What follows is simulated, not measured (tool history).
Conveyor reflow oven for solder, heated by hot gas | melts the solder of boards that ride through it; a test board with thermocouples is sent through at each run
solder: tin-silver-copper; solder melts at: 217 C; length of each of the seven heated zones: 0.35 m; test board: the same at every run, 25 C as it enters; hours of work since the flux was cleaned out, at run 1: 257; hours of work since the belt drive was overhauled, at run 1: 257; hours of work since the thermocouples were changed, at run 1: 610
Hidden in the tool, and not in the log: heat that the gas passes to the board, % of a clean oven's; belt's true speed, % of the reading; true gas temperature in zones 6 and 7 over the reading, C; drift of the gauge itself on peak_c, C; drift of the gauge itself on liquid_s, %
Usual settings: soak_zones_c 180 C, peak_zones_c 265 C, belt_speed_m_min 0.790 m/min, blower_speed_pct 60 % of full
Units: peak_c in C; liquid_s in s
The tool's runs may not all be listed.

run	hour	soak_zones_c	peak_zones_c	belt_speed_m_min	blower_speed_pct	hours of work since the flux was cleaned out	hours of work since the belt drive was overhauled	hours of work since the thermocouples were changed	peak_c	liquid_s
1	0.0	180	265	0.790	60	257	257	610	243.8	35.2
2	17.5	180	265	0.790	60	268	268	621	243.9	35.0
3	31.4	180	265	0.790	60	276	276	629	243.7	34.9
4	48.3	180	265	0.790	60	287	287	640	243.6	35.0
5	65.6	180	277	0.790	60	297	297	650	253.0	40.5
6	76.8	180	277	0.790	60	304	304	657	253.3	40.1
7	99.1	180	277	0.790	60	318	318	671	252.8	40.2
8	115.5	180	277	0.790	60	328	328	681	252.9	40.2
9	131.1	180	277	0.790	60	337	337	690	252.6	40.3
10	143.1	188	265	0.790	60	345	345	698	245.2	38.3
11	168.9	186	265	0.790	60	360	360	713	244.3	37.2
12	185.2	186	265	0.790	60	370	370	723	244.6	37.0
13	201.1	186	265	0.790	89	380	380	733	250.4	41.9
# hour 225.5: flux residue cleaned out of gas plates and filters
14	229.3	180	265	0.790	60	2	394	747	241.6	32.8
15	243.8	180	265	0.632	60	11	403	756	249.3	49.8
16	267.8	180	265	0.632	60	26	418	771	249.3	49.7
17	281.8	180	265	0.632	60	34	426	779	249.2	49.5
18	296.8	180	260	0.632	60	44	436	789	244.9	46.8
19	311.1	183	267	0.820	50	52	444	797	238.6	28.9
20	323.7	180	253	0.681	84	60	452	805	241.3	41.1
21	335.1	175	253	0.809	58	67	459	812	229.2	18.8
22	349.8	193	266	0.905	57	76	468	821	238.7	28.8
# hour 365.1: flux residue cleaned out of gas plates and filters, once more
23	371.3	180	265	0.840	78	4	478	831	249.5	37.2
24	382.3	168	260	0.702	60	11	485	838	244.4	38.2
25	404.2	168	260	0.702	65	24	498	851	245.2	39.1
26	423.4	180	265	0.918	60	36	510	863	241.3	27.9
27	440.9	180	265	0.918	60	46	521	874	240.9	27.9
28	456.2	180	265	0.918	60	56	530	883	240.8	27.8
29	477.4	180	265	0.918	60	69	543	896	240.5	27.7
30	490.7	180	265	0.918	60	77	551	904	240.7	27.4
31	505.1	180	265	0.918	60	86	560	913	240.6	27.4

Forecast each of these 4 alternatives for the next run:
A	516.6	192	265	0.918	64	93	567	920	?	?
B	516.6	180	265	0.790	51	93	567	920	?	?
C	516.6	194	271	0.790	60	93	567	920	?	?
D	516.6	180	265	0.742	60	93	567	920	?	?

run	peak_c	liquid_s
A	245.3	33.7
B	243.1	34.5
C	254.0	46.1
D	248.3	41.2
Without the tool's hidden state the same runs would have given:
run	peak_c	liquid_s
A	245.0	33.5
B	242.7	34.0
C	253.5	45.6
D	247.8	40.8
